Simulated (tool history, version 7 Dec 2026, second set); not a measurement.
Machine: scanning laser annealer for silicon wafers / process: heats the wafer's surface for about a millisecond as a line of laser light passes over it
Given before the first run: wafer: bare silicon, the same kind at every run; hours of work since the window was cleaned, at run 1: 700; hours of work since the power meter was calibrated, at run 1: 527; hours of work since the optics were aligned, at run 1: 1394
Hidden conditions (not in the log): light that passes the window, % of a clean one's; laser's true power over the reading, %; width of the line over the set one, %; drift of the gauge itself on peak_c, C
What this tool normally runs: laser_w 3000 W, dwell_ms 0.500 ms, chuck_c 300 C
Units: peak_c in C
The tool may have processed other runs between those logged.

| run | hour | laser_w | dwell_ms | chuck_c | hours of work since the window was cleaned | hours of work since the power meter was calibrated | hours of work since the optics were aligned | peak_c |
|---|---|---|---|---|---|---|---|---|
| 1 | 0.0 | 3000 | 0.500 | 300 | 700 | 527 | 1394 | 1075 |
| 2 | 12.3 | 3000 | 0.500 | 300 | 709 | 536 | 1403 | 1073 |
|  | 23.3 | window over the wafer cleaned |
| 3 | 24.3 | 3000 | 0.500 | 331 | 1 | 543 | 1410 | 1104 |
| 4 | 40.5 | 3000 | 0.500 | 300 | 13 | 555 | 1422 | 1074 |
| 5 | 54.9 | 3000 | 0.500 | 300 | 23 | 566 | 1432 | 1073 |
| 6 | 73.7 | 3000 | 0.500 | 300 | 37 | 580 | 1446 | 1074 |
| 7 | 87.7 | 3000 | 0.500 | 300 | 47 | 590 | 1456 | 1069 |
| 8 | 107.2 | 3000 | 0.572 | 300 | 61 | 604 | 1471 | 1130 |
| 9 | 123.2 | 3000 | 0.572 | 300 | 73 | 616 | 1482 | 1132 |
| 10 | 139.2 | 3000 | 0.572 | 300 | 85 | 628 | 1494 | 1134 |
| 11 | 152.2 | 3000 | 0.500 | 300 | 94 | 637 | 1504 | 1073 |
| 12 | 170.6 | 3000 | 0.500 | 300 | 108 | 651 | 1517 | 1073 |
| 13 | 183.6 | 3000 | 0.500 | 319 | 117 | 660 | 1527 | 1093 |
| 14 | 197.7 | 3000 | 0.500 | 300 | 128 | 670 | 1537 | 1072 |
| 15 | 217.6 | 3225 | 0.500 | 300 | 142 | 685 | 1552 | 1133 |
| 16 | 230.7 | 2732 | 0.531 | 300 | 152 | 695 | 1561 | 1027 |
| 17 | 240.3 | 2778 | 0.419 | 273 | 159 | 702 | 1568 | 926 |
| 18 | 255.9 | 2778 | 0.419 | 273 | 170 | 713 | 1580 | 927 |
| 19 | 269.0 | 2760 | 0.458 | 273 | 180 | 723 | 1589 | 955 |
| 20 | 285.6 | 2760 | 0.458 | 273 | 192 | 735 | 1601 | 958 |
| 21 | 296.9 | 2760 | 0.458 | 273 | 200 | 743 | 1610 | 949 |
| 22 | 311.6 | 2760 | 0.458 | 273 | 211 | 754 | 1620 | 954 |
| 23 | 328.0 | 3100 | 0.513 | 311 | 223 | 766 | 1632 | 1122 |
| 24 | 338.6 | 3000 | 0.587 | 336 | 231 | 774 | 1640 | 1175 |
| 25 | 351.0 | 3000 | 0.580 | 316 | 240 | 783 | 1649 | 1154 |
| 26 | 361.1 | 3000 | 0.549 | 316 | 247 | 790 | 1657 | 1129 |
| 27 | 372.9 | 3000 | 0.549 | 316 | 256 | 799 | 1665 | 1129 |
| 28 | 383.0 | 2719 | 0.435 | 290 | 263 | 806 | 1673 | 939 |
| 29 | 395.2 | 2719 | 0.435 | 290 | 272 | 815 | 1682 | 943 |

Consider 4 possible next runs. They are alternatives, not a sequence: every one starts from the tool as it was left by run 29. What does each give?
| A | 405.2 | 2719 | 0.435 | 286 | 280 | 822 | 1689 | ? |
| B | 405.2 | 2789 | 0.363 | 273 | 280 | 822 | 1689 | ? |
| C | 405.2 | 3191 | 0.401 | 271 | 280 | 822 | 1689 | ? |
| D | 405.2 | 2719 | 0.543 | 290 | 280 | 822 | 1689 | ? |

| run | peak_c |
|---|---|
| A | 937 |
| B | 877 |
| C | 1001 |
| D | 1027 |
The same runs, with their run-to-run variation unchanged, on a tool lacking any hidden condition would have given:
| run | peak_c |
|---|---|
| A | 937 |
| B | 878 |
| C | 1001 |
| D | 1027 |
